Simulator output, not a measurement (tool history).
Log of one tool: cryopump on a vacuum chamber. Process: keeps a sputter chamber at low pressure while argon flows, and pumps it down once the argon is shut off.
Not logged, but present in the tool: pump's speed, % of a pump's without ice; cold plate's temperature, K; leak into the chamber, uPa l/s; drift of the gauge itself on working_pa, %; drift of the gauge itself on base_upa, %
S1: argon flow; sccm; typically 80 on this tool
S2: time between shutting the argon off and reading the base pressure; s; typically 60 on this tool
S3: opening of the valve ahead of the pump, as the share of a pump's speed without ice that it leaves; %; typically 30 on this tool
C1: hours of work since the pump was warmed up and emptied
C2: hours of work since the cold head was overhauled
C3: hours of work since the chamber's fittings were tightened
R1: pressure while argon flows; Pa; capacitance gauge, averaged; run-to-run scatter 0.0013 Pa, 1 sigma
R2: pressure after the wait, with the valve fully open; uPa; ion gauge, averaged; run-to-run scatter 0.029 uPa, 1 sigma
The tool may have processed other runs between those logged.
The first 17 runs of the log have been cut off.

run    hour   S1   S2  S3   C1    C2   C3      R1    R2
 18   684.2   80   60  24  256  1167  232  0.3866  1.55
 19   719.6   80   60  24  279  1190  255  0.3885  1.62
 20   766.7   91   60  30  309  1220  285   0.353  1.68
 21   814.4   80  180  44  339  1250  315  0.2167  0.83
 22   854.5  135   60  49  364  1276  340  0.3376  1.63
 23   893.3  139  139  50  389  1300  365  0.3413  1.06
 24   914.8   73  270  52  403  1314  379  0.1741  0.74
 25   949.6   80   60  23  425  1336  401  0.4107  1.77
 26   975.4   36   60  23  441  1352  417  0.1843  1.71
 27  1023.2   36   60  23  471  1383  448  0.1853  1.78
 28    1068   90   65  32  500  1411  476  0.3423   1.6
 29  1102.7   80  214  51  522  1433  498   0.199  0.92
 30  1153.5   80   45  56  554  1465  530  0.1848  2.19
 31  1185.6  108   41  56  575  1486  551  0.2496  2.42
 32  1224.4   44  212  39  599  1511  575  0.1409  0.97
 33  1250.4   33  212  39  616  1527  592  0.1057     1
 34  1291.9  104   41  37  642  1553  618  0.3522  2.51
 35  1340.5  104   41  37  673  1584  649  0.3551  2.54

Branching from run 35: 3 alternative next runs. What would each branch give?
  A  1375.5  66   60  30  695  1607  671   ?   ?
  B  1375.5  33   41  36  695  1607  671   ?   ?
  C  1375.5  47  205  37  695  1607  671   ?   ?

run      R1    R2
  A  0.2732  1.92
  B  0.1164  2.55
  C  0.1615  1.08
With the hidden condition removed and each run's random variation left untouched, the same runs would have given:
run      R1    R2
  A  0.2468  1.38
  B  0.1031     2
  C  0.1426  0.53
